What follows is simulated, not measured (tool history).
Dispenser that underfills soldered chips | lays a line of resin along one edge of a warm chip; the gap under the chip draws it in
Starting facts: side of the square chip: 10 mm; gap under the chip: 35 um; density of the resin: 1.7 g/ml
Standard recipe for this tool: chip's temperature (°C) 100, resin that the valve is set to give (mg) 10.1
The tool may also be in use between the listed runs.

run   hour  chip's temperature (°C)  resin that the valve is set to give (mg)  time until the resin shows at the far edge (s)  resin that the valve gave (mg)
  1      0                      100                                      10.1                                           294.9                           10.04
       9.8  -- new syringe of resin
  2   13.5                      100                                      10.1                                           252.4                            9.98
      25.8  -- new syringe of resin
  3   27.4                      102                                      10.1                                           221.8                            9.88
      35.4  -- dispensing valve cleaned and set on the balance
      42.2  -- new syringe of resin
  4   42.2                      100                                        11                                           208.9                           10.88
  5   50.8                      100                                        11                                           323.1                           11.04
      58.3  -- new syringe of resin
  6   59.4                       99                                      12.3                                           222.5                           12.13
  7     66                       99                                      12.3                                           323.2                           12.15
      74.5  -- new syringe of resin
  8     75                       99                                      12.3                                           217.9                           12.04
        90  -- new syringe of resin
  9   90.4                      110                                      10.2                                           166.6                            9.86
      95.8  -- dispensing valve cleaned and set on the balance
 10  101.8                       90                                      10.2                                           486.6                           10.23

Results for each run, recomputed without the tool's hidden state and with each run's random variation untouched:
Unlogged tool condition in this case: resin's viscosity, % of fresh resin's; dose that the valve gives, % of what is set; true chip temperature over the reading, C; drift of the gauge itself on fill_s, %; drift of the gauge itself on given_mg, %.
run  time until the resin shows at the far edge (s)  resin that the valve gave (mg)
  1                                           224.1                           10.14
  2                                           224.6                           10.13
  3                                           215.7                           10.09
  4                                           226.4                           10.94
  5                                           221.8                           11.14
  6                                           226.4                           12.28
  7                                           231.8                           12.34
  8                                           230.8                           12.27
  9                                           173.9                           10.12
 10                                           295.3                           10.28
